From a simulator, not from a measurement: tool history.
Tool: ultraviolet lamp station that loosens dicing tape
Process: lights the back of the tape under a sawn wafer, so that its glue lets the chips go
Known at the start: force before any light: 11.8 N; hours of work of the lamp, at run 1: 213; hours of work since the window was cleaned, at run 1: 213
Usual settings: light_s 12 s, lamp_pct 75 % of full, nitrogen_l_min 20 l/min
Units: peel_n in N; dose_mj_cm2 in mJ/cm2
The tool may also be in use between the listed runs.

run	day	light_s	lamp_pct	nitrogen_l_min	hours of work of the lamp	hours of work since the window was cleaned	peel_n	dose_mj_cm2
1	0.000	12	75	20	213	213	1.262	399
2	1.292	24	75	20	233	233	0.184	798
3	2.342	24	75	20	249	249	0.199	812
4	3.171	12	65	20	261	261	1.703	345
5	4.358	12	75	20	279	279	1.294	400
# day 4.888: window cleaned of glue's vapour
6	5.412	12	75	20	295	8	1.282	401
7	6.696	12	75	20	315	27	1.272	402
8	7.600	12	75	20	328	41	1.287	404
9	8.454	12	75	20	341	54	1.273	400
10	9.475	12	75	20	357	69	1.311	403
11	10.367	12	75	20	370	83	1.319	403
12	11.438	12	75	20	386	99	1.328	402
13	12.750	8	71	25	406	119	2.619	254
14	13.562	20	62	16	419	131	0.721	543
15	14.262	9	93	10	429	142	2.265	377
16	15.592	10	77	29	449	162	1.481	344
17	16.612	10	77	29	465	178	1.452	344
18	17.579	15	75	11	479	192	1.198	505
19	18.175	15	75	11	488	201	1.169	502
20	19.279	12	77	14	505	218	1.518	415

Forecast run 21:
21	19.946	22	78	19	515	228	?	?

{"run 21": {"peel_n": 0.247, "dose_mj_cm2": 769}}
Without the tool's hidden state the same run would have given peel_n 0.246 N, dose_mj_cm2 770 mJ/cm2.
